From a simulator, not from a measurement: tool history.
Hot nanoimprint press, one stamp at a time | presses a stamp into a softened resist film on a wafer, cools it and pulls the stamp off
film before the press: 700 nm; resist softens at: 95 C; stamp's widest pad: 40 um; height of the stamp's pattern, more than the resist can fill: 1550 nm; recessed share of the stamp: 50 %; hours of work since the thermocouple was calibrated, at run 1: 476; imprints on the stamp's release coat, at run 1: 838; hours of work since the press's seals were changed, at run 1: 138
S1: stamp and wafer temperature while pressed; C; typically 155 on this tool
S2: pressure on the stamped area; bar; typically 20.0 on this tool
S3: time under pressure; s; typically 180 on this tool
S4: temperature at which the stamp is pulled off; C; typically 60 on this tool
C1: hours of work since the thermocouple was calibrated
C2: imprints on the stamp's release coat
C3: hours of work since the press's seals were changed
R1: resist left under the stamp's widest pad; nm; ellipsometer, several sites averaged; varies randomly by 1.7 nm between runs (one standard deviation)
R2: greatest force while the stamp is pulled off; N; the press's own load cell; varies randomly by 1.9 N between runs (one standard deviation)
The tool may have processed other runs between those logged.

run     day   S1    S2   S3  S4   C1    C2   C3     R1   R2
  1   0.000  155  20.0  180  60  476   838  138  305.8  105
  2   0.646  155  22.2  180  60  489   903  150  292.3  103
  3   1.375  155  22.2  180  60  502   977  164  290.9  108
  4   1.967  150  22.2  180  60  513  1036  175  365.4  105
  5   2.508  150  22.2  180  60  524  1091  185  361.8  104
      3.346  -- plate thermocouple calibrated
  6   3.650  155  20.0  180  60    6  1193  205  294.3  106
  7   4.321  155  20.0  180  60   18  1261  217  299.0  105
  8   5.142  155  20.3  180  60   34  1343  233  298.2  108
  9   6.021  155  20.3  180  60   50  1432  249  293.6  107
 10   7.088  155  20.0  180  60   70  1539  269  297.6  110
      7.562  -- stamp cleaned and given a new release coat
 11   7.867  146  20.0  180  60   80    30  279  433.1   99
 12   8.858  146  20.0  180  60   99   130  298  429.1  101
      9.612  -- plate thermocouple calibrated, once more
 13   9.975  146  20.0  180  55    7   230  316  464.9  103
 14  10.429  155  20.0  180  60   15   275  325  318.1  100
 15  11.283  155  20.0  180  60   31   362  341  321.0   99
 16  12.179  155  29.2  253  60   48   452  358  235.8  102
 17  12.883  155  29.2  253  60   61   523  371  236.5  105
 18  13.354  148  21.0  180  66   70   570  380  421.3   97
 19  14.208  148  21.0  180  66   86   656  396  423.6   95
 20  14.800  148  21.0  180  66   97   715  407  418.6   99
 21  15.329  155  20.0  180  60  107   769  417  319.4  106
 22  16.054  155  20.0  132  60  121   842  430  357.4  107
 23  16.712  155  20.0  180  52  133   908  443  319.3  112
 24  17.225  155  17.8  319  46  143   960  452  263.3  123
 25  17.696  165  15.1  230  58  152  1007  461  209.0  107
 26  18.125  165  15.1  106  65  160  1050  469  292.3  103

What will run 27 give?
 27  19.088  165  15.1  102  65  178  1147  487   ?   ?

R1: 297.7 nm
R2: 103 N
Had the tool carried no hidden state, the very same run would have given R1 300.9 nm, R2 95 N.

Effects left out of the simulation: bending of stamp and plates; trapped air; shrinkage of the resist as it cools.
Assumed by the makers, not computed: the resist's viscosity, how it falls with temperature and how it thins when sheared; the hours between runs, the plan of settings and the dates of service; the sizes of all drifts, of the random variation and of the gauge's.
